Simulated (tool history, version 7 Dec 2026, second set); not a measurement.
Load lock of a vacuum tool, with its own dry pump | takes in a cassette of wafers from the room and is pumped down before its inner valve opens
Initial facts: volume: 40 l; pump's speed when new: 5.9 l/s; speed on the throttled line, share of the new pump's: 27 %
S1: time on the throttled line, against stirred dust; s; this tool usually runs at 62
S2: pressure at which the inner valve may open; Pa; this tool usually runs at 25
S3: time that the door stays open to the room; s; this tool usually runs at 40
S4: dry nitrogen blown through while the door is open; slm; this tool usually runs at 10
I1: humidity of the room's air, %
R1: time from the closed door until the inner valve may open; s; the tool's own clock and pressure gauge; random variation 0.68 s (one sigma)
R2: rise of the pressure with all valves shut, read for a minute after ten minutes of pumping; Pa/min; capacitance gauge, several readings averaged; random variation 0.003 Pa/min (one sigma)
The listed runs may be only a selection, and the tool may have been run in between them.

{"run": 1, "hour": 0.0, "S1": 62, "S2": 25, "S3": 40, "S4": 10, "I1": 45.6, "R1": 108.6, "R2": 0.055}
{"run": 2, "hour": 162.0, "S1": 62, "S2": 25, "S3": 40, "S4": 10, "I1": 45.2, "R1": 110.0, "R2": 0.061}
{"run": 3, "hour": 337.2, "S1": 62, "S2": 25, "S3": 40, "S4": 10, "I1": 41.9, "R1": 110.7, "R2": 0.06}
{"run": 4, "hour": 525.8, "S1": 62, "S2": 25, "S3": 40, "S4": 10, "I1": 40.5, "R1": 109.0, "R2": 0.056}
{"run": 5, "hour": 681.9, "S1": 62, "S2": 25, "S3": 40, "S4": 10, "I1": 45.4, "R1": 109.5, "R2": 0.061}
{"run": 6, "hour": 833.3, "S1": 62, "S2": 25, "S3": 40, "S4": 10, "I1": 44.6, "R1": 109.6, "R2": 0.064}
{"run": 7, "hour": 1019.2, "S1": 64, "S2": 25, "S3": 135, "S4": 10, "I1": 44.6, "R1": 110.5, "R2": 0.096}
{"run": 8, "hour": 1136.4, "S1": 62, "S2": 48, "S3": 40, "S4": 10, "I1": 44.8, "R1": 105.8, "R2": 0.064}
{"run": 9, "hour": 1303.4, "S1": 62, "S2": 19, "S3": 40, "S4": 32, "I1": 47.3, "R1": 112.5, "R2": 0.05}
{"run": 10, "hour": 1422.6, "S1": 62, "S2": 18, "S3": 40, "S4": 32, "I1": 47.3, "R1": 113.2, "R2": 0.048}
{"run": 11, "hour": 1575.4, "S1": 85, "S2": 21, "S3": 40, "S4": 19, "I1": 46.8, "R1": 128.5, "R2": 0.056}
{"run": 12, "hour": 1763.1, "S1": 85, "S2": 21, "S3": 183, "S4": 9, "I1": 44.7, "R1": 128.5, "R2": 0.12}

Predict each of these 5 candidate next runs independently; none follows another, all start after run 12:
{"run": "A", "hour": 1894.3, "S1": 85, "S2": 21, "S3": 136, "S4": 4, "I1": 47.1, "R1": "?", "R2": "?"}
{"run": "B", "hour": 1894.3, "S1": 84, "S2": 21, "S3": 183, "S4": 9, "I1": 47.1, "R1": "?", "R2": "?"}
{"run": "C", "hour": 1894.3, "S1": 62, "S2": 30, "S3": 40, "S4": 10, "I1": 41.3, "R1": "?", "R2": "?"}
{"run": "D", "hour": 1894.3, "S1": 62, "S2": 25, "S3": 51, "S4": 38, "I1": 47.4, "R1": "?", "R2": "?"}
{"run": "E", "hour": 1894.3, "S1": 62, "S2": 22, "S3": 40, "S4": 10, "I1": 45.2, "R1": "?", "R2": "?"}

run=A R1=126.6 R2=0.123
run=B R1=127.6 R2=0.123
run=C R1=109.2 R2=0.064
run=D R1=111.1 R2=0.053
run=E R1=111.5 R2=0.072
The same runs, with their run-to-run variation unchanged, on a tool lacking any hidden condition would have given:
run=A R1=118.2 R2=0.111
run=B R1=119.2 R2=0.110
run=C R1=99.9 R2=0.051
run=D R1=101.6 R2=0.041
run=E R1=101.6 R2=0.060
